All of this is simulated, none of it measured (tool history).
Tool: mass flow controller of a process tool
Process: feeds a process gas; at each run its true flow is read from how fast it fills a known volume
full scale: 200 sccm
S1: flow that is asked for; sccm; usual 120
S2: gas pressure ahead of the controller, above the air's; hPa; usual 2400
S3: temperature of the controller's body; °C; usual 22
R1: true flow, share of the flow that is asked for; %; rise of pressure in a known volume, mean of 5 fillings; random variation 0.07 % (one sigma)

run 1 hour=0 | S1=120 S2=2400 S3=22 | R1=98.29
run 2 hour=70.8 | S1=120 S2=2400 S3=22 | R1=98.44
run 3 hour=177.2 | S1=120 S2=2400 S3=22 | R1=98.35
run 4 hour=299.5 | S1=120 S2=2400 S3=22 | R1=98.27
run 5 hour=383.9 | S1=120 S2=2400 S3=22 | R1=98.3
run 6 hour=510.3 | S1=91 S2=2400 S3=22 | R1=97.88
run 7 hour=583.5 | S1=120 S2=2400 S3=22 | R1=98.09
run 8 hour=707.5 | S1=120 S2=2400 S3=22 | R1=98.12
run 9 hour=787.5 | S1=120 S2=2400 S3=22 | R1=98.2
run 10 hour=866.4 | S1=120 S2=2400 S3=22 | R1=98.2
run 11 hour=948.5 | S1=120 S2=2400 S3=22 | R1=98.11
run 12 hour=1067 | S1=120 S2=2400 S3=22 | R1=98.14
run 13 hour=1202 | S1=120 S2=2400 S3=22 | R1=98.07
run 14 hour=1278.7 | S1=31 S2=1950 S3=22 | R1=96.84
run 15 hour=1343.5 | S1=31 S2=1950 S3=22 | R1=96.73
run 16 hour=1461.3 | S1=82 S2=1950 S3=39 | R1=99.01
run 17 hour=1518.3 | S1=82 S2=1950 S3=39 | R1=98.95
run 18 hour=1597.7 | S1=82 S2=1950 S3=39 | R1=99.15
run 19 hour=1665.7 | S1=82 S2=1950 S3=39 | R1=99.07
run 20 hour=1733.4 | S1=31 S2=1950 S3=39 | R1=97.77

Run 21 comes next. What will it give?
run 21 hour=1853.9 | S1=22 S2=2000 S3=32 | R1=?

Run 21 gave R1 96.58 %.
Without the tool's hidden state the same run would have given R1 99.14 %.
